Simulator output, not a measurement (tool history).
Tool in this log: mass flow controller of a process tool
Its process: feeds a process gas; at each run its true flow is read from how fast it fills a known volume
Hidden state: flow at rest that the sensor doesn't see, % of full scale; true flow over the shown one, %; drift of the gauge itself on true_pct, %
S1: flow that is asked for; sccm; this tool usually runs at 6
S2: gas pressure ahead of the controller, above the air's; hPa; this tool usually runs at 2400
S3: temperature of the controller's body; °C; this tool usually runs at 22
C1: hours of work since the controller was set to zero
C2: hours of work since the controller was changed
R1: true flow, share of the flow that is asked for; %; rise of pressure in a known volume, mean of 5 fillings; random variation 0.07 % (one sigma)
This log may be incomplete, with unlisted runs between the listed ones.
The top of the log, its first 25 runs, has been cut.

| run | hour | S1 | S2 | S3 | C1 | C2 | R1 |
|---|---|---|---|---|---|---|---|
| 26 | 8959.4 | 6 | 2400 | 29 | 3446 | 3446 | 99.81 |
| 27 | 9312.9 | 14 | 2400 | 21 | 3711 | 3711 | 100.89 |
| 28 | 9715.5 | 5 | 1830 | 31 | 4014 | 4014 | 100.45 |
| 29 | 9952.2 | 5 | 1830 | 31 | 4192 | 4192 | 100.61 |
| 30 | 10276.9 | 6 | 1840 | 22 | 4436 | 4436 | 100.57 |
| 31 | 10742.5 | 9 | 1590 | 30 | 4786 | 4786 | 101.56 |
| 32 | 11011.7 | 15 | 1890 | 32 | 4988 | 4988 | 102.5 |
| 33 | 11276.7 | 6 | 2110 | 22 | 5187 | 5187 | 100.77 |
| 34 | 11719 | 5 | 1640 | 25 | 5520 | 5520 | 101.06 |
|  | 12025.6 | controller's zero set anew |
| 35 | 12126.7 | 5 | 1640 | 25 | 76 | 5826 | 101.2 |
| 36 | 12453.2 | 6 | 2400 | 37 | 321 | 6071 | 101.87 |
| 37 | 12701.9 | 6 | 1460 | 37 | 508 | 6258 | 102.28 |
| 38 | 12929 | 12 | 1440 | 20 | 679 | 6429 | 102.44 |

Here are 4 independent what-if runs from the current tool condition. What would each one return?
| A | 13310.3 | 6 | 2240 | 25 | 966 | 6716 | ? |
| B | 13310.3 | 12 | 1640 | 37 | 966 | 6716 | ? |
| C | 13310.3 | 6 | 2400 | 36 | 966 | 6716 | ? |
| D | 13310.3 | 3 | 2450 | 23 | 966 | 6716 | ? |

| run | R1 |
|---|---|
| A | 101.7 |
| B | 103.32 |
| C | 102.13 |
| D | 101 |
Stripped of hidden state, with their random variation kept, the same runs would have yielded:
| run | R1 |
|---|---|
| A | 98.01 |
| B | 99.58 |
| C | 98.42 |
| D | 97.33 |
